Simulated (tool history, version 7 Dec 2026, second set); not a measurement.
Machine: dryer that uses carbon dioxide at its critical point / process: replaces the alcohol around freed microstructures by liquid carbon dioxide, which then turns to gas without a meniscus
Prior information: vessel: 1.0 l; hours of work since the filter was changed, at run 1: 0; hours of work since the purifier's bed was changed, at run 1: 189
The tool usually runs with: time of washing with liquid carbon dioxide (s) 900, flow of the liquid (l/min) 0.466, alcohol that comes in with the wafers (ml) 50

| run | hour | time of washing with liquid carbon dioxide (s) | flow of the liquid (l/min) | alcohol that comes in with the wafers (ml) | hours of work since the filter was changed | hours of work since the purifier's bed was changed | alcohol left in the vessel before it's heated (ppm by volume) |
|---|---|---|---|---|---|---|---|
| 1 | 0.0 | 900 | 0.466 | 50 | 0 | 189 | 267 |
| 2 | 9.6 | 900 | 0.466 | 50 | 6 | 194 | 267 |
| 3 | 16.4 | 900 | 0.466 | 21 | 10 | 198 | 132 |
| 4 | 27.5 | 900 | 0.466 | 50 | 16 | 205 | 272 |
| 5 | 41.1 | 720 | 0.466 | 50 | 24 | 213 | 768 |
| 6 | 54.3 | 720 | 0.466 | 50 | 32 | 221 | 742 |
| 7 | 62.2 | 900 | 0.466 | 31 | 37 | 226 | 189 |
| 8 | 72.0 | 900 | 0.466 | 50 | 43 | 231 | 283 |
| 9 | 81.9 | 900 | 0.466 | 50 | 49 | 237 | 275 |
| 10 | 93.4 | 900 | 0.466 | 50 | 55 | 244 | 282 |
| 11 | 99.0 | 900 | 0.466 | 44 | 59 | 247 | 251 |
| 12 | 104.8 | 900 | 0.286 | 44 | 62 | 251 | 1618 |
| 13 | 112.0 | 600 | 0.466 | 50 | 67 | 255 | 1504 |
| 14 | 119.2 | 900 | 0.595 | 50 | 71 | 259 | 98 |
| 15 | 131.6 | 660 | 0.466 | 50 | 78 | 267 | 1115 |
| 16 | 144.9 | 900 | 0.466 | 50 | 86 | 275 | 295 |
| 17 | 154.7 | 900 | 0.460 | 50 | 92 | 281 | 322 |
| 18 | 167.7 | 900 | 0.460 | 50 | 100 | 288 | 309 |
| 19 | 178.6 | 900 | 0.460 | 50 | 106 | 295 | 328 |
| 20 | 191.3 | 660 | 0.392 | 50 | 114 | 302 | 1929 |

What will run 21 give?
| 21 | 201.9 | 1260 | 0.291 | 51 | 120 | 309 | ? |

alcohol left in the vessel before it's heated (ppm by volume): 518
If the tool had no hidden condition, the same run with the same run-to-run variation would have returned alcohol left in the vessel before it's heated (ppm by volume) 427.
